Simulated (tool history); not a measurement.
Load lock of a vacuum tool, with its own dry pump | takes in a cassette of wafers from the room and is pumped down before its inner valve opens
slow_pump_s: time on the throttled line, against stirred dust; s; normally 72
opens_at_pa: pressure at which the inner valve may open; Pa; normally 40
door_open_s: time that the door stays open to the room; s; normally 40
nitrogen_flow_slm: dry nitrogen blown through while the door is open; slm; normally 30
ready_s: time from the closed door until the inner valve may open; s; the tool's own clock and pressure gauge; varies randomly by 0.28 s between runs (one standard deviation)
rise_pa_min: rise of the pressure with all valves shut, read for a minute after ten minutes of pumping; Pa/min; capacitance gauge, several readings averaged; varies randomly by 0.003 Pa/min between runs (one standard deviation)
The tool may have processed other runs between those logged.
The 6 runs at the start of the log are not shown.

run      day  slow_pump_s  opens_at_pa  door_open_s  nitrogen_flow_slm  incoming humidity of the room's air, %  ready_s  rise_pa_min
  7   37.954           72           40           40                 30                                      42     89.4        0.017
  8   42.804           72           40           40                 30                                    45.9       90        0.017
  9   49.433           72           40           40                 30                                    45.1     89.7         0.02
 10   53.438           72           58           40                 30                                    46.6     88.9        0.022
 11   57.825           72           58           40                 30                                    45.5     88.4        0.026
 12   65.492           72           58           40                 30                                    43.7     88.3        0.023
 13   72.521           72           58           40                 30                                    44.6     88.4        0.019
 14   77.479           72           58           40                 30                                    43.7     88.6        0.014
 15   82.629           72           58           40                 30                                    48.7     88.5        0.022
 16   86.325           72           40           40                  6                                    46.1     89.8        0.045
 17   91.558           72           40           40                  6                                    46.6     90.2        0.044
 18   96.058           72           40           40                  6                                    44.6     89.3        0.045
 19  101.038           72           40           40                 30                                    41.6       90        0.019
 20  105.717           83           66          129                 30                                    44.7     97.8        0.034
 21    109.1           83           66          129                 30                                    44.3     97.8        0.038
 22  115.346           72           54           40                 30                                    44.2     88.9        0.024
 23  123.333           93           29           28                 23                                    44.3    109.5        0.019
 24  129.762          119           67           39                  4                                    45.5    130.5        0.053
 25  137.129          119           67           39                  4                                    43.7    130.7        0.052
 26  144.208          119           42           39                 29                                    43.6    131.9        0.014
 27  150.254           72           40           40                  9                                      45     89.8        0.036
 28  158.425           52           47           40                  6                                    45.8     71.3        0.048
 29  162.146           45           40          114                 30                                    42.5     65.6        0.035
 30  166.688           45           40          114                 30                                    46.9     65.6        0.034
 31  174.412           45           40          114                 30                                    42.8     65.4        0.035

Estimate the outcome of run 32 from the log above:
 32  180.696           72           31           40                 19                                      42        ?            ?

{"run 32": {"ready_s": 90.4, "rise_pa_min": 0.026}}
With no hidden state in the tool, this same run would have given ready_s 90.4 s, rise_pa_min 0.026 Pa/min.
